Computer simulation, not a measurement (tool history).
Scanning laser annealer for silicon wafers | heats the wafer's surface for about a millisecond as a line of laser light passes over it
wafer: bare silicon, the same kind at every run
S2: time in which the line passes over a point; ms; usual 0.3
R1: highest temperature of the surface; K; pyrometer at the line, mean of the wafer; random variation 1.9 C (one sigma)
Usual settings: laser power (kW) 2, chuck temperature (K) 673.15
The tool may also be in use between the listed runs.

run 1 day=0 | laser_power_(kW)=2 S2=0.3 chuck_temperature_(K)=673.15 | R1=1503.15
run 2 day=3.6 | laser_power_(kW)=2.155 S2=0.3 chuck_temperature_(K)=673.15 | R1=1594.15
run 3 day=6.267 | laser_power_(kW)=2.155 S2=0.3 chuck_temperature_(K)=673.15 | R1=1592.15
run 4 day=9.512 | laser_power_(kW)=2 S2=0.3 chuck_temperature_(K)=703.15 | R1=1533.15
run 5 day=11.45 | laser_power_(kW)=2 S2=0.258 chuck_temperature_(K)=673.15 | R1=1440.15
run 6 day=13.321 | laser_power_(kW)=2 S2=0.258 chuck_temperature_(K)=673.15 | R1=1441.15
run 7 day=15.888 | laser_power_(kW)=2 S2=0.258 chuck_temperature_(K)=673.15 | R1=1438.15
run 8 day=18.696 | laser_power_(kW)=2 S2=0.258 chuck_temperature_(K)=673.15 | R1=1435.15
run 9 day=20.721 | laser_power_(kW)=2 S2=0.266 chuck_temperature_(K)=673.15 | R1=1451.15
run 10 day=22.829 | laser_power_(kW)=2 S2=0.266 chuck_temperature_(K)=673.15 | R1=1454.15
run 11 day=24.733 | laser_power_(kW)=2 S2=0.266 chuck_temperature_(K)=673.15 | R1=1453.15
run 12 day=27.704 | laser_power_(kW)=2 S2=0.3 chuck_temperature_(K)=673.15 | R1=1504.15
run 13 day=31.117 | laser_power_(kW)=2 S2=0.3 chuck_temperature_(K)=673.15 | R1=1508.15
run 14 day=34.367 | laser_power_(kW)=2 S2=0.3 chuck_temperature_(K)=673.15 | R1=1504.15
run 15 day=36.529 | laser_power_(kW)=2 S2=0.3 chuck_temperature_(K)=673.15 | R1=1507.15
run 16 day=39.062 | laser_power_(kW)=1.908 S2=0.3 chuck_temperature_(K)=673.15 | R1=1456.15
run 17 day=41.546 | laser_power_(kW)=1.908 S2=0.3 chuck_temperature_(K)=673.15 | R1=1455.15
run 18 day=44.212 | laser_power_(kW)=1.908 S2=0.3 chuck_temperature_(K)=673.15 | R1=1457.15
run 19 day=46.538 | laser_power_(kW)=1.908 S2=0.3 chuck_temperature_(K)=673.15 | R1=1453.15
run 20 day=48.642 | laser_power_(kW)=2 S2=0.3 chuck_temperature_(K)=673.15 | R1=1506.15
run 21 day=52 | laser_power_(kW)=2 S2=0.228 chuck_temperature_(K)=673.15 | R1=1389.15
run 22 day=55.288 | laser_power_(kW)=1.821 S2=0.243 chuck_temperature_(K)=695.15 | R1=1352.15
run 23 day=57.067 | laser_power_(kW)=1.821 S2=0.243 chuck_temperature_(K)=695.15 | R1=1351.15
run 24 day=59.971 | laser_power_(kW)=1.821 S2=0.243 chuck_temperature_(K)=695.15 | R1=1349.15
run 25 day=62.083 | laser_power_(kW)=1.821 S2=0.243 chuck_temperature_(K)=695.15 | R1=1351.15
run 26 day=65.667 | laser_power_(kW)=1.839 S2=0.236 chuck_temperature_(K)=697.15 | R1=1349.15
run 27 day=68.05 | laser_power_(kW)=2.189 S2=0.284 chuck_temperature_(K)=711.15 | R1=1621.15
run 28 day=70.896 | laser_power_(kW)=1.71 S2=0.248 chuck_temperature_(K)=663.15 | R1=1277.15
run 29 day=72.854 | laser_power_(kW)=2.055 S2=0.353 chuck_temperature_(K)=663.15 | R1=1603.15
run 30 day=76.467 | laser_power_(kW)=1.707 S2=0.262 chuck_temperature_(K)=712.15 | R1=1338.15
run 31 day=78.642 | laser_power_(kW)=2 S2=0.216 chuck_temperature_(K)=673.15 | R1=1366.15
run 32 day=80.758 | laser_power_(kW)=1.937 S2=0.375 chuck_temperature_(K)=688.15 | R1=1591.15
run 33 day=83.754 | laser_power_(kW)=2 S2=0.274 chuck_temperature_(K)=649.15 | R1=1437.15
run 34 day=86.029 | laser_power_(kW)=2 S2=0.274 chuck_temperature_(K)=649.15 | R1=1441.15
run 35 day=88.242 | laser_power_(kW)=1.857 S2=0.3 chuck_temperature_(K)=678.15 | R1=1437.15
run 36 day=89.767 | laser_power_(kW)=1.857 S2=0.3 chuck_temperature_(K)=678.15 | R1=1435.15
run 37 day=92.375 | laser_power_(kW)=1.857 S2=0.3 chuck_temperature_(K)=678.15 | R1=1432.15
run 38 day=94.733 | laser_power_(kW)=1.99 S2=0.33 chuck_temperature_(K)=642.15 | R1=1514.15
run 39 day=96.221 | laser_power_(kW)=2 S2=0.344 chuck_temperature_(K)=710.15 | R1=1610.15
run 40 day=99.3 | laser_power_(kW)=2 S2=0.3 chuck_temperature_(K)=636.15 | R1=1467.15
run 41 day=101.517 | laser_power_(kW)=1.827 S2=0.375 chuck_temperature_(K)=641.15 | R1=1476.15

Taken out of this log: 3 entries between the listed runs. Where each belongs, and how the hidden state differs across it:
Between runs 7 and 8: window over the wafer cleaned (day 18.412)
  light that passes the window, % of a clean one's: 99.95 -> 100
Between runs 20 and 21: window over the wafer cleaned (day 50.829)
  light that passes the window, % of a clean one's: 99.95 -> 100
Between runs 32 and 33: window over the wafer cleaned (day 83.088)
  light that passes the window, % of a clean one's: 99.95 -> 100
